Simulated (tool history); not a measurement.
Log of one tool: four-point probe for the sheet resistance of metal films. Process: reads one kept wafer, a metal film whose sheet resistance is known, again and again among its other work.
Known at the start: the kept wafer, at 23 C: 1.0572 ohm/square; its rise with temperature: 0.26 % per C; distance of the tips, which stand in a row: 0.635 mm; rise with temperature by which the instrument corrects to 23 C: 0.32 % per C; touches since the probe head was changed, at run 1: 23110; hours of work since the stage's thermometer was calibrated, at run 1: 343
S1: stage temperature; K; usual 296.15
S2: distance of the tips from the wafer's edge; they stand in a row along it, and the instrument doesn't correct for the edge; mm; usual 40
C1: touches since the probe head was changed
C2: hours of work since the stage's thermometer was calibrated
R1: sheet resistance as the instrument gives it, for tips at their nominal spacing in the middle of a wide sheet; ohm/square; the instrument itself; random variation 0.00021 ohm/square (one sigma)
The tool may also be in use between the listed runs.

| run | day | S1 | S2 | C1 | C2 | R1 |
|---|---|---|---|---|---|---|
| 1 | 0 | 296.15 | 40 | 23110 | 343 | 1.063452 |
| 2 | 1.496 | 303.15 | 40 | 23824 | 368 | 1.058952 |
| 3 | 2.983 | 296.15 | 40 | 24531 | 392 | 1.063798 |
| 4 | 4.475 | 296.15 | 40 | 25242 | 417 | 1.063435 |
| 5 | 6.092 | 296.15 | 40 | 26014 | 444 | 1.06353 |
| 6 | 7.388 | 296.15 | 40 | 26631 | 465 | 1.06343 |
| 7 | 8.6 | 296.15 | 40 | 27208 | 485 | 1.063765 |
| 8 | 9.304 | 296.15 | 7 | 27545 | 497 | 1.068094 |
| 9 | 10.692 | 296.15 | 7 | 28206 | 520 | 1.067958 |
| 10 | 11.429 | 296.15 | 40 | 28558 | 532 | 1.063218 |
| 11 | 12.242 | 296.15 | 40 | 28945 | 545 | 1.063768 |
| 12 | 13.738 | 296.15 | 40 | 29658 | 570 | 1.06385 |
| 13 | 14.717 | 296.15 | 69 | 30126 | 586 | 1.063605 |
| 14 | 15.446 | 296.15 | 69 | 30472 | 598 | 1.063302 |
| 15 | 16.479 | 296.15 | 69 | 30966 | 615 | 1.063365 |
| 16 | 17.992 | 296.15 | 40 | 31686 | 640 | 1.063786 |
| 17 | 19.6 | 294.15 | 3 | 32452 | 667 | 1.089972 |
| 18 | 20.629 | 294.15 | 3 | 32943 | 684 | 1.090078 |
| 19 | 22.3 | 305.15 | 11 | 33740 | 711 | 1.059617 |
| 20 | 23.279 | 295.15 | 33 | 34206 | 727 | 1.064351 |
| 21 | 23.996 | 295.15 | 33 | 34548 | 739 | 1.064271 |
| 22 | 25.129 | 303.15 | 40 | 35089 | 758 | 1.059302 |
| 23 | 25.975 | 301.15 | 13 | 35491 | 772 | 1.061742 |
| 24 | 27.675 | 302.15 | 26 | 36301 | 800 | 1.060434 |
| 25 | 28.679 | 302.15 | 26 | 36781 | 817 | 1.060328 |
| 26 | 30.358 | 304.15 | 46 | 37581 | 844 | 1.059115 |
| 27 | 31.542 | 305.15 | 40 | 38146 | 864 | 1.058265 |
| 28 | 32.421 | 305.15 | 40 | 38564 | 878 | 1.058328 |
| 29 | 33.467 | 308.15 | 11 | 39063 | 896 | 1.058391 |
| 30 | 34.188 | 301.15 | 51 | 39405 | 907 | 1.060559 |
| 31 | 35.883 | 298.15 | 5 | 40215 | 935 | 1.07174 |

Measured less the same run without the tool's hidden state. The same run-to-run variation is in both; the gauge's scatter may not be:
The hidden state here: inner tips' distance over the nominal, %; tips' flats over new ones', %; wafer's true temperature over the reading, C; drift of the gauge itself on sheet_ohm, %.
| run | R1 |
|---|---|
| 1 | +0.006142 |
| 2 | +0.006146 |
| 3 | +0.006197 |
| 4 | +0.006218 |
| 5 | +0.006248 |
| 6 | +0.00627 |
| 7 | +0.006291 |
| 8 | +0.006328 |
| 9 | +0.006351 |
| 10 | +0.006338 |
| 11 | +0.006357 |
| 12 | +0.006387 |
| 13 | +0.006405 |
| 14 | +0.006418 |
| 15 | +0.006442 |
| 16 | +0.006471 |
| 17 | +0.006644 |
| 18 | +0.006665 |
| 19 | +0.006537 |
| 20 | +0.006568 |
| 21 | +0.006581 |
| 22 | +0.006587 |
| 23 | +0.006614 |
| 24 | +0.006641 |
| 25 | +0.006659 |
| 26 | +0.006682 |
| 27 | +0.006698 |
| 28 | +0.006719 |
| 29 | +0.006739 |
| 30 | +0.006755 |
| 31 | +0.006848 |
